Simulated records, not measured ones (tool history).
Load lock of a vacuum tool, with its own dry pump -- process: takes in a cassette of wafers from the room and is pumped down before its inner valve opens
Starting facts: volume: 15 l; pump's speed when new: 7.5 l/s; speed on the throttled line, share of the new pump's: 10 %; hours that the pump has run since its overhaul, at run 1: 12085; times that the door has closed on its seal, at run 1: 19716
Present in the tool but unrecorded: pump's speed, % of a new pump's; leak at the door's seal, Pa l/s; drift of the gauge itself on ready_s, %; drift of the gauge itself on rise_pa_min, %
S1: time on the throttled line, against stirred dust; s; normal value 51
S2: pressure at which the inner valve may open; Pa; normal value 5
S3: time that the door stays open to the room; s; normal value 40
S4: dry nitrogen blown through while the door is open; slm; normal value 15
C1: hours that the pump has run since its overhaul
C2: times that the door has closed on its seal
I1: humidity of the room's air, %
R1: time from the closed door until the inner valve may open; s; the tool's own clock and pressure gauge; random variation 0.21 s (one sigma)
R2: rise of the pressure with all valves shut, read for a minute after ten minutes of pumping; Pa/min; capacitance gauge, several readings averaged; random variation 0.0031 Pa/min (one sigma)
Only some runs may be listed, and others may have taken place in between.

Run 1, hour 0: usual settings; C1 12085; C2 19716; I1 44.3. Result: R1 68.8 s, R2 0.215 Pa/min.
Run 2, hour 230.7: usual settings; C1 12316; C2 20150; I1 43.7. Result: R1 68.6 s, R2 0.216 Pa/min.
Run 3, hour 485.6: usual settings; C1 12571; C2 20631; I1 46.8. Result: R1 68.6 s, R2 0.232 Pa/min.
Run 4, hour 763.7: usual settings; C1 12849; C2 21155; I1 43. Result: R1 69 s, R2 0.234 Pa/min.
Run 5, hour 1043.8: usual settings; C1 13129; C2 21682; I1 44.7. Result: R1 68.7 s, R2 0.245 Pa/min.
Run 6, hour 1201.6: usual settings; C1 13287; C2 21979; I1 45.6. Result: R1 69.2 s, R2 0.245 Pa/min.
Run 7, hour 1400.4: usual settings; C1 13486; C2 22354; I1 44.9. Result: R1 69.2 s, R2 0.254 Pa/min.
Run 8, hour 1542.3: usual settings; C1 13628; C2 22621; I1 43.9. Result: R1 69 s, R2 0.251 Pa/min.
Run 9, hour 1772.6: usual settings; C1 13858; C2 23055; I1 44.7. Result: R1 69.6 s, R2 0.26 Pa/min.
Run 10, hour 2019.4: usual settings; C1 14105; C2 23520; I1 47.4. Result: R1 69.5 s, R2 0.264 Pa/min.
Run 11, hour 2244.6: usual settings; C1 14330; C2 23944; I1 46.8. Result: R1 69.3 s, R2 0.274 Pa/min.
Run 12, hour 2455.2: usual settings but S4 9 slm; C1 14541; C2 24341; I1 45.5. Result: R1 69.3 s, R2 0.286 Pa/min.
Run 13, hour 2584.9: usual settings but S3 142 s; C1 14670; C2 24585; I1 42.2. Result: R1 70.1 s, R2 0.328 Pa/min.
Run 14, hour 2746.9: usual settings but S3 142 s; C1 14832; C2 24890; I1 46.1. Result: R1 69.5 s, R2 0.331 Pa/min.
Run 15, hour 3026.3: usual settings; C1 15112; C2 25417; I1 46.6. Result: R1 69.4 s, R2 0.301 Pa/min.
Run 16, hour 3242.8: usual settings; C1 15328; C2 25825; I1 41. Result: R1 69.9 s, R2 0.29 Pa/min.
At hour 3516: dry pump taken out, an overhauled one fitted.
Run 17, hour 3549.1: usual settings; C1 33; C2 26391; I1 44.6. Result: R1 65.8 s, R2 0.305 Pa/min.
Run 18, hour 3851.8: usual settings but S1 28 s; C1 336; C2 26961; I1 46.4. Result: R1 45.4 s, R2 0.326 Pa/min.
Run 19, hour 4050.2: usual settings but S1 28 s; C1 534; C2 27334; I1 46. Result: R1 45.6 s, R2 0.321 Pa/min.
Run 20, hour 4323.1: usual settings but S1 28 s; C1 807; C2 27848; I1 45.8. Result: R1 45.4 s, R2 0.336 Pa/min.
Run 21, hour 4463.1: usual settings but S1 48 s, S2 4 Pa, S3 58 s, S4 17 slm; C1 947; C2 28112; I1 44.2. Result: R1 64.5 s, R2 0.333 Pa/min.
Run 22, hour 4643.6: usual settings but S1 48 s, S2 4 Pa, S3 58 s, S4 17 slm; C1 1128; C2 28452; I1 45.5. Result: R1 64.3 s, R2 0.349 Pa/min.
Run 23, hour 4919.8: usual settings but S1 63 s, S3 179 s; C1 1404; C2 28972; I1 43.9. Result: R1 77.3 s, R2 0.398 Pa/min.
Run 24, hour 5166.4: usual settings but S1 77 s, S4 6 slm; C1 1650; C2 29437; I1 44.3. Result: R1 90.4 s, R2 0.361 Pa/min.
Run 25, hour 5297.1: usual settings but S1 77 s, S4 6 slm; C1 1781; C2 29683; I1 45.3. Result: R1 90.3 s, R2 0.385 Pa/min.
Run 26, hour 5541.9: usual settings but S1 77 s, S4 6 slm; C1 2026; C2 30144; I1 46.3. Result: R1 90 s, R2 0.381 Pa/min.
Run 27, hour 5835.2: usual settings but S1 87 s, S2 7 Pa, S3 169 s, S4 28 slm; C1 2319; C2 30697; I1 44.7. Result: R1 98.5 s, R2 0.411 Pa/min.
Run 28, hour 6033.1: usual settings but S1 57 s, S4 25 slm; C1 2517; C2 31070; I1 47.9. Result: R1 72 s, R2 0.383 Pa/min.
Run 29, hour 6302.2: usual settings but S1 57 s, S4 25 slm; C1 2786; C2 31577; I1 42.5. Result: R1 72.7 s, R2 0.388 Pa/min.
Run 30, hour 6590.7: usual settings but S1 48 s, S4 25 slm; C1 3075; C2 32120; I1 47.5. Result: R1 64.3 s, R2 0.404 Pa/min.
At hour 6667.1: door's seal changed, seat wiped.
Run 31, hour 6858.9: usual settings but S1 100 s, S2 7 Pa, S3 102 s, S4 25 slm; C1 3341; C2 362; I1 44.2. Result: R1 110.8 s, R2 0.071 Pa/min.
Run 32, hour 7119.1: usual settings but S1 52 s, S3 26 s, S4 25 slm; C1 3602; C2 852; I1 43. Result: R1 67.9 s, R2 0.05 Pa/min.
Run 33, hour 7409.3: usual settings but S1 52 s, S3 26 s, S4 25 slm; C1 3892; C2 1398; I1 42.5. Result: R1 67.8 s, R2 0.047 Pa/min.
Run 34, hour 7695.4: usual settings but S1 52 s, S3 26 s, S4 25 slm; C1 4178; C2 1937; I1 46.3. Result: R1 68.1 s, R2 0.05 Pa/min.
Run 35, hour 7826.1: usual settings but S2 10 Pa, S3 28 s; C1 4309; C2 2184; I1 46. Result: R1 65.7 s, R2 0.063 Pa/min.
Run 36, hour 8028.8: usual settings but S3 30 s; C1 4511; C2 2565; I1 46.7. Result: R1 67.3 s, R2 0.066 Pa/min.
Run 37, hour 8213.9: usual settings but S3 95 s, S4 38 slm; C1 4696; C2 2914; I1 43.3. Result: R1 67 s, R2 0.077 Pa/min.

3 ways to go on from here, each from the tool as it stands after run 37. What would each give?
Run A, hour 8404.4: usual settings but S1 95 s, S2 7 Pa, S4 31 slm; C1 4887; C2 3273; I1 44.1. Result: R1 ?, R2 ?.
Run B, hour 8404.4: usual settings but S1 89 s, S3 95 s, S4 11 slm; C1 4887; C2 3273; I1 46.2. Result: R1 ?, R2 ?.
Run C, hour 8404.4: usual settings but S3 74 s, S4 44 slm; C1 4887; C2 3273; I1 44.9. Result: R1 ?, R2 ?.

run     R1     R2
  A    106  0.061
  B  100.9  0.112
  C   67.2  0.067
Stripped of hidden state, with their random variation kept, the same runs would have yielded:
run     R1     R2
  A  105.3  0.046
  B  100.2  0.097
  C   66.1  0.052

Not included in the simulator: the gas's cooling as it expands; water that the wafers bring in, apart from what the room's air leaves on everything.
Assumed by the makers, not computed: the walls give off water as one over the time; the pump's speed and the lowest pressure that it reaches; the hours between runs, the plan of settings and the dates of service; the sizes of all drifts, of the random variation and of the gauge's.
